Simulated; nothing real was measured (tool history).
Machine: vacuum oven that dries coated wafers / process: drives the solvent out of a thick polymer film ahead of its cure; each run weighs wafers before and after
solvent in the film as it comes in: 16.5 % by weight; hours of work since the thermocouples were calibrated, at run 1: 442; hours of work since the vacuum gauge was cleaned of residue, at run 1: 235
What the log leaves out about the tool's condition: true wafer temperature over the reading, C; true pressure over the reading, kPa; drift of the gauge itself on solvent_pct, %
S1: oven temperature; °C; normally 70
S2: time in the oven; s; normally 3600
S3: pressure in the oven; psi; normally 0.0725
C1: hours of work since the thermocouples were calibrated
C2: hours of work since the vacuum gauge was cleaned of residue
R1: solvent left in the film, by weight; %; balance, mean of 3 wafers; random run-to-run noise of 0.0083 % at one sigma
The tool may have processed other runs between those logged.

Run 1, hour 0.0: usual settings; C1 442; C2 235. Result: R1 2.753 %.
Run 2, hour 16.0: usual settings; C1 450; C2 242. Result: R1 2.766 %.
Run 3, hour 37.5: usual settings but S3 0.0959 psi; C1 460; C2 253. Result: R1 2.843 %.
Run 4, hour 62.4: usual settings but S3 0.0959 psi; C1 473; C2 265. Result: R1 2.831 %.
Run 5, hour 79.1: usual settings; C1 481; C2 273. Result: R1 2.762 %.
Run 6, hour 94.4: usual settings but S1 66 °C, S2 3480 s; C1 488; C2 281. Result: R1 3.907 %.
Run 7, hour 114.0: usual settings but S1 66 °C, S2 3480 s; C1 498; C2 291. Result: R1 3.906 %.
Run 8, hour 138.9: usual settings but S1 78 °C, S2 6300 s, S3 0.0790 psi; C1 510; C2 303. Result: R1 0.363 %.
Run 9, hour 152.9: usual settings but S1 78 °C, S2 4920 s, S3 0.0790 psi; C1 517; C2 310. Result: R1 0.627 %.
Run 10, hour 173.1: usual settings but S1 78 °C, S2 4920 s, S3 0.0790 psi; C1 527; C2 320. Result: R1 0.611 %.

Each run again, without the hidden state but with its own random variation kept:
run     R1
  1  2.761
  2  2.774
  3  2.851
  4  2.840
  5  2.770
  6  3.917
  7  3.916
  8  0.364
  9  0.630
 10  0.614
